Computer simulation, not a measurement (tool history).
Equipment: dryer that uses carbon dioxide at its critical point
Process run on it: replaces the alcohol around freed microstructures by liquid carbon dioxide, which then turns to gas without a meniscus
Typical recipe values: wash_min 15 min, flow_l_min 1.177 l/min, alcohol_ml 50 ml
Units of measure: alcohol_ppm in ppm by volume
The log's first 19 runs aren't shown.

run 20 hour=703.6 | wash_min=15 flow_l_min=1.9 alcohol_ml=50 | alcohol_ppm=43
-- hour=716.9 inlet filter changed
run 21 hour=750.1 | wash_min=14 flow_l_min=1.177 alcohol_ml=50 | alcohol_ppm=78
run 22 hour=802.8 | wash_min=15 flow_l_min=1.177 alcohol_ml=50 | alcohol_ppm=67
run 23 hour=835.4 | wash_min=15 flow_l_min=1.24 alcohol_ml=50 | alcohol_ppm=61
run 24 hour=869 | wash_min=13 flow_l_min=0.94 alcohol_ml=50 | alcohol_ppm=290
run 25 hour=914.9 | wash_min=13 flow_l_min=0.94 alcohol_ml=50 | alcohol_ppm=319
run 26 hour=954.9 | wash_min=14 flow_l_min=1.57 alcohol_ml=88 | alcohol_ppm=49
run 27 hour=1007.1 | wash_min=12 flow_l_min=1.177 alcohol_ml=30 | alcohol_ppm=129
run 28 hour=1054 | wash_min=16 flow_l_min=1.26 alcohol_ml=50 | alcohol_ppm=63
run 29 hour=1078.7 | wash_min=12 flow_l_min=1.02 alcohol_ml=47 | alcohol_ppm=310
run 30 hour=1109.1 | wash_min=15 flow_l_min=0.92 alcohol_ml=50 | alcohol_ppm=211

What will run 31 give?
run 31 hour=1155.5 | wash_min=17 flow_l_min=0.87 alcohol_ml=25 | alcohol_ppm=?

alcohol_ppm: 118 ppm by volume
With no hidden state in the tool, this same run would have given alcohol_ppm 51 ppm by volume.

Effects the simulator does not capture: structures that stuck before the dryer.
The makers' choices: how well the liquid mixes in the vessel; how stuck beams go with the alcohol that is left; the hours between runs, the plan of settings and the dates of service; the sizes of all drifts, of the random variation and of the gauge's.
